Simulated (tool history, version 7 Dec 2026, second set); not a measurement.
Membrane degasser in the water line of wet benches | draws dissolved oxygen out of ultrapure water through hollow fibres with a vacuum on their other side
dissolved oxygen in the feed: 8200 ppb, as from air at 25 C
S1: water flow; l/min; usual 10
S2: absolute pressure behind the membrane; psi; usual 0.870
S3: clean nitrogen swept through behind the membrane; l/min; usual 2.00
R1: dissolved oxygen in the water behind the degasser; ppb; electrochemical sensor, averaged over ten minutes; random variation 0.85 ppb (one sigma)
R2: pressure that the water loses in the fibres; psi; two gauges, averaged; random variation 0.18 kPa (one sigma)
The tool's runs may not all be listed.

run	day	S1	S2	S3	R1	R2
1	0.000	10	0.870	2.00	78.1	4.515
2	3.092	10	0.589	2.00	56.8	4.524
3	4.554	10	0.589	2.00	55.3	4.530
4	7.504	10	0.589	2.00	55.1	4.525
# day 8.433: seals of the vacuum lines changed
5	9.854	10	0.589	2.00	56.0	4.495
6	11.508	10	0.589	2.00	56.0	4.514
7	14.042	10	0.589	2.00	55.4	4.466
8	16.429	10	0.589	2.00	55.2	4.515
9	18.000	10	0.589	2.00	55.4	4.506
10	20.804	10	1.049	2.00	93.8	4.474
11	22.929	10	1.049	2.00	93.3	4.434
12	25.017	10	0.870	2.00	79.3	4.461
13	26.888	10	0.870	2.00	79.0	4.456
14	29.488	10	0.870	2.00	79.2	4.403
15	31.762	10	1.704	2.00	147.8	4.444
16	34.725	10	1.704	2.00	150.0	4.448
17	36.250	10	2.052	2.04	170.6	4.424
18	38.304	7	1.604	1.38	104.2	3.085
19	41.362	7	1.604	1.38	104.7	3.085

The next listed run, before its measurement:
20	43.367	6	0.793	4.95	?	?

R1: 9.3 ppb
R2: 2.673 psi
Without the tool's hidden state the same run would have given R1 9.2 ppb, R2 2.744 psi.
